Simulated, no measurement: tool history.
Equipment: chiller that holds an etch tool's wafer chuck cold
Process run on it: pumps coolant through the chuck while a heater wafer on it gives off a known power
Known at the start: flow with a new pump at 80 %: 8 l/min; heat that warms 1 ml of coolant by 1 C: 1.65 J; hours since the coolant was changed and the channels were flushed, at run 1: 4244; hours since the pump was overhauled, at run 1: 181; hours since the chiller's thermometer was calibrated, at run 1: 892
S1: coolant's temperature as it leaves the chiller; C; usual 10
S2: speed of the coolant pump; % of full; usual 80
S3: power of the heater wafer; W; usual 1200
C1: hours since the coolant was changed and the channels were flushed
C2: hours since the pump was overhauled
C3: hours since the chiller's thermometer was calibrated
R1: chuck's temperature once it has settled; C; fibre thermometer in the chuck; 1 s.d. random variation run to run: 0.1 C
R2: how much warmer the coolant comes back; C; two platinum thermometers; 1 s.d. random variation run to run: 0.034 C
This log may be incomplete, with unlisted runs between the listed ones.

run	hour	S1	S2	S3	C1	C2	C3	R1	R2
1	0.0	10	80	1200	4244	181	892	21.9	5.46
2	56.0	17	80	1200	4300	237	948	29.0	5.53
3	117.7	17	80	1549	4362	299	1010	32.6	7.11
4	189.8	10	80	605	4434	371	1082	16.0	2.76
5	242.2	10	80	605	4487	423	1134	16.3	2.84
6	308.6	10	80	1200	4553	489	1201	22.1	5.51
7	352.3	10	80	1200	4597	533	1244	22.3	5.53
8	383.1	10	80	1200	4628	564	1275	22.1	5.50
9	439.0	10	80	1200	4683	620	1331	22.4	5.52
10	493.8	10	80	1200	4738	675	1386	22.2	5.47
11	553.4	10	80	1200	4798	734	1445	22.3	5.46
12	619.4	10	80	1200	4864	800	1511	22.3	5.54
13	687.3	10	80	1200	4932	868	1579	22.5	5.56
14	749.9	10	80	1200	4994	931	1642	22.5	5.55
15	782.1	10	80	1200	5027	963	1674	22.2	5.50
16	839.8	10	80	1200	5084	1021	1732	22.5	5.57
# hour 847.0: chiller's thermometer calibrated
17	897.2	7	82	1167	5141	1077	50	18.9	5.26
18	939.8	15	80	1349	5183	1120	93	29.4	6.14
19	999.6	11	76	1673	5243	1179	153	29.1	8.17
# hour 1014.3: chiller's thermometer calibrated, once more
20	1039.8	11	76	1673	5282	1219	25	29.3	8.11
21	1073.2	2	69	1673	5316	1252	59	21.8	9.13
22	1109.1	10	74	1200	5352	1288	95	23.3	6.05
23	1145.3	11	60	1430	5388	1324	131	30.4	9.18
24	1183.5	10	83	778	5426	1362	169	18.1	3.44
25	1214.2	10	83	778	5457	1393	200	18.0	3.47
26	1283.2	17	95	824	5526	1462	269	24.5	3.14
27	1357.7	9	78	754	5600	1537	343	17.2	3.58
28	1422.0	9	78	754	5664	1601	408	17.1	3.53
29	1465.5	18	98	983	5708	1644	451	26.7	3.61
30	1506.9	18	98	983	5749	1686	493	26.8	3.60
31	1580.7	17	80	1047	5823	1760	566	28.1	4.87

The logged runs with the hidden state left out (each run's random variation unchanged):
Hidden conditions of the tool in this case: heat passed by the chuck's channels, % of clean ones'; flow at a given pump speed, % of a new pump's; coolant's true temperature over the reading, C; drift of the gauge itself on chuck_c, C; drift of the gauge itself on warmer_back_c, C.
run	R1	R2
1	20.4	5.42
2	27.5	5.49
3	30.6	7.06
4	15.2	2.74
5	15.4	2.82
6	20.5	5.46
7	20.6	5.47
8	20.4	5.45
9	20.7	5.46
10	20.4	5.42
11	20.5	5.40
12	20.5	5.47
13	20.7	5.50
14	20.6	5.48
15	20.3	5.43
16	20.5	5.50
17	16.9	5.19
18	27.1	6.05
19	26.1	8.06
20	26.4	8.00
21	18.7	9.00
22	21.2	5.95
23	27.4	9.04
24	16.7	3.39
25	16.6	3.41
26	23.2	3.09
27	15.8	3.52
28	15.6	3.47
29	25.1	3.54
30	25.2	3.53
31	26.1	4.78
